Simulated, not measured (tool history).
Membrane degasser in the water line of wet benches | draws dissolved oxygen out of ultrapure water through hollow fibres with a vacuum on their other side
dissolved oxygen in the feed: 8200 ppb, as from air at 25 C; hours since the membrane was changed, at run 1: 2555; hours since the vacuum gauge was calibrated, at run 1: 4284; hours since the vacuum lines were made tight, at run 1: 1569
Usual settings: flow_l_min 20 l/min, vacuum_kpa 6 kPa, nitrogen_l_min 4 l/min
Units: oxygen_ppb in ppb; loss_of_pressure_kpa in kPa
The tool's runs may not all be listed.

| run | hour | flow_l_min | vacuum_kpa | nitrogen_l_min | hours since the membrane was changed | hours since the vacuum gauge was calibrated | hours since the vacuum lines were made tight | oxygen_ppb | loss_of_pressure_kpa |
|---|---|---|---|---|---|---|---|---|---|
| 1 | 0 | 20 | 6 | 4 | 2555 | 4284 | 1569 | 45.7 | 44.84 |
| 2 | 117.6 | 20 | 6 | 4 | 2673 | 4402 | 1686 | 45.1 | 45.15 |
| 3 | 300.7 | 20 | 6 | 4 | 2856 | 4585 | 1869 | 45.5 | 44.64 |
| 4 | 436 | 20 | 6 | 4 | 2991 | 4720 | 2005 | 46 | 44.96 |
| 5 | 608.8 | 20 | 8.65 | 4 | 3164 | 4893 | 2177 | 78.7 | 45.38 |
| 6 | 815.5 | 20 | 8.65 | 4 | 3371 | 5100 | 2384 | 79.8 | 45.39 |
| 7 | 1008.2 | 20 | 8.65 | 4 | 3564 | 5292 | 2577 | 79.8 | 45.47 |

Forecast run 8:
| 8 | 1212.9 | 20 | 6.83 | 9.6 | 3768 | 5497 | 2782 | ? | ? |

oxygen_ppb: 29.2 ppb
loss_of_pressure_kpa: 45.42 kPa
Without the tool's hidden state the same run would have given oxygen_ppb 24.7 ppb, loss_of_pressure_kpa 43.22 kPa.

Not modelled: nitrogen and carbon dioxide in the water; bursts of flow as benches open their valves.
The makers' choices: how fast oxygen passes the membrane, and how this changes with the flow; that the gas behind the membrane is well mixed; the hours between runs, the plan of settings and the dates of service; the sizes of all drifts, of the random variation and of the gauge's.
